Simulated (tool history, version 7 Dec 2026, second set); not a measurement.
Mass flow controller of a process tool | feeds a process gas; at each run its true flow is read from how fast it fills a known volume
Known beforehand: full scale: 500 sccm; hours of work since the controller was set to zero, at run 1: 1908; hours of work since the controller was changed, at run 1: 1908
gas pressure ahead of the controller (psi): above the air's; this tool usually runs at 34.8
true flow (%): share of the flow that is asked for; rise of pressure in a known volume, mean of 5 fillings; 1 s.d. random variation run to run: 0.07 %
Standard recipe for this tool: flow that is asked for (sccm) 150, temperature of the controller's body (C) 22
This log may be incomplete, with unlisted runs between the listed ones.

| run | hour | flow that is asked for (sccm) | gas pressure ahead of the controller (psi) | temperature of the controller's body (C) | hours of work since the controller was set to zero | hours of work since the controller was changed | true flow (%) |
|---|---|---|---|---|---|---|---|
| 1 | 0.0 | 150 | 34.8 | 22 | 1908 | 1908 | 100.13 |
| 2 | 59.9 | 150 | 34.8 | 37 | 1955 | 1955 | 99.68 |
| 3 | 125.5 | 150 | 34.8 | 22 | 2008 | 2008 | 100.33 |
| 4 | 183.6 | 150 | 34.8 | 22 | 2054 | 2054 | 100.35 |
| 5 | 231.5 | 150 | 34.8 | 22 | 2092 | 2092 | 100.37 |
| 6 | 281.9 | 150 | 34.8 | 22 | 2132 | 2132 | 100.53 |
| 7 | 334.8 | 150 | 34.8 | 22 | 2174 | 2174 | 100.39 |
| 8 | 426.0 | 150 | 34.8 | 28 | 2247 | 2247 | 100.25 |
| 9 | 490.6 | 150 | 34.8 | 28 | 2299 | 2299 | 100.32 |
| 10 | 546.6 | 150 | 34.8 | 28 | 2343 | 2343 | 100.50 |
| 11 | 631.4 | 150 | 34.8 | 22 | 2411 | 2411 | 100.70 |
| 12 | 676.3 | 150 | 34.8 | 35 | 2446 | 2446 | 100.20 |
| 13 | 734.4 | 150 | 34.8 | 22 | 2493 | 2493 | 100.58 |
| 14 | 809.6 | 150 | 34.8 | 22 | 2553 | 2553 | 100.78 |
| 15 | 896.4 | 150 | 25.5 | 22 | 2622 | 2622 | 100.44 |
|  | 903.9 | controller's zero set anew |
| 16 | 1002.2 | 150 | 25.5 | 22 | 78 | 2706 | 100.71 |
| 17 | 1092.9 | 61 | 31.6 | 25 | 151 | 2778 | 103.14 |
| 18 | 1178.2 | 56 | 28.4 | 39 | 218 | 2846 | 102.95 |
| 19 | 1254.7 | 257 | 30.3 | 27 | 279 | 2907 | 100.89 |
| 20 | 1305.0 | 257 | 30.3 | 27 | 320 | 2947 | 100.83 |
| 21 | 1365.3 | 223 | 34.8 | 36 | 368 | 2995 | 100.91 |

Estimate the outcome of run 22 from the log above:
|  | 1419.6 | controller's zero set anew, once more |
| 22 | 1436.8 | 223 | 34.8 | 36 | 14 | 3051 | ? |

Logged for run 22: true flow (%) 99.66.
If the tool had no hidden condition, the same run with the same run-to-run variation would have returned true flow (%) 98.11.
